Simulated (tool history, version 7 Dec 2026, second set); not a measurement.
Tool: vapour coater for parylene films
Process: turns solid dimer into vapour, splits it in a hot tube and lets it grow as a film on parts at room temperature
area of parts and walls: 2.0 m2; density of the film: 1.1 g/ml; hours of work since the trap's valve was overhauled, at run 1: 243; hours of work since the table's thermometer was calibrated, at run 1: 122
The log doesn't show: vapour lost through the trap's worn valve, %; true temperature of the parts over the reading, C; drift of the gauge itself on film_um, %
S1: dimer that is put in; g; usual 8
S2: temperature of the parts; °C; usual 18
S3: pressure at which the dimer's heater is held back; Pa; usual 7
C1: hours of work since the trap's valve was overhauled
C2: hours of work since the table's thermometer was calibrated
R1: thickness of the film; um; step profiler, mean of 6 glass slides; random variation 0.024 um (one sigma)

| run | hour | S1 | S2 | S3 | C1 | C2 | R1 |
|---|---|---|---|---|---|---|---|
| 1 | 0 | 8 | 18 | 7 | 243 | 122 | 1.57 |
| 2 | 24.5 | 8 | 18 | 7 | 263 | 142 | 1.56 |
| 3 | 40.7 | 8 | 18 | 7 | 276 | 155 | 1.54 |
| 4 | 54.6 | 8 | 18 | 4.1 | 288 | 166 | 1.66 |
| 5 | 70.8 | 8 | 18 | 4.1 | 301 | 180 | 1.65 |
| 6 | 90.3 | 8 | 18 | 7 | 317 | 196 | 1.52 |
| 7 | 105.3 | 8 | 18 | 7 | 329 | 208 | 1.52 |
| 8 | 119.4 | 8 | 12 | 7 | 341 | 219 | 2.02 |
| 9 | 132.6 | 8 | 12 | 7 | 352 | 230 | 2.03 |
| 10 | 160.1 | 8 | 12 | 7 | 374 | 253 | 2.01 |
| 11 | 175.8 | 8 | 12 | 7 | 387 | 266 | 1.96 |
| 12 | 193.7 | 5 | 11 | 3.86 | 402 | 280 | 1.42 |
| 13 | 217.1 | 5 | 11 | 3.86 | 421 | 299 | 1.43 |
| 14 | 229.5 | 8 | 21 | 7 | 431 | 310 | 1.29 |
| 15 | 254.8 | 5 | 23 | 4 | 452 | 330 | 0.76 |
| 16 | 280.8 | 6 | 20 | 2.7 | 473 | 351 | 1.12 |
| 17 | 299.4 | 8 | 26 | 7 | 488 | 367 | 0.99 |
| 18 | 317.7 | 8 | 24 | 7 | 503 | 382 | 1.08 |
|  | 338.7 | trap's valve overhauled |
| 19 | 341 | 12 | 30 | 7 | 2 | 397 | 1.41 |
| 20 | 360.5 | 12 | 15 | 4.74 | 18 | 413 | 3.05 |
| 21 | 377.4 | 8 | 20 | 4.39 | 32 | 427 | 1.6 |
| 22 | 389.3 | 8 | 20 | 4.39 | 41 | 437 | 1.59 |

5 ways to go on from here, each from the tool as it stands after run 22. What would each give?
| A | 409.1 | 9 | 18 | 3.92 | 58 | 453 | ? |
| B | 409.1 | 8 | 29 | 7 | 58 | 453 | ? |
| C | 409.1 | 8 | 27 | 7 | 58 | 453 | ? |
| D | 409.1 | 8 | 20 | 2.63 | 58 | 453 | ? |
| E | 409.1 | 10 | 12 | 2.19 | 58 | 453 | ? |

| run | R1 |
|---|---|
| A | 1.98 |
| B | 0.95 |
| C | 1.06 |
| D | 1.71 |
| E | 3.23 |
Without the tool's hidden state the same runs would have given:
| run | R1 |
|---|---|
| A | 2.01 |
| B | 0.96 |
| C | 1.08 |
| D | 1.73 |
| E | 3.28 |

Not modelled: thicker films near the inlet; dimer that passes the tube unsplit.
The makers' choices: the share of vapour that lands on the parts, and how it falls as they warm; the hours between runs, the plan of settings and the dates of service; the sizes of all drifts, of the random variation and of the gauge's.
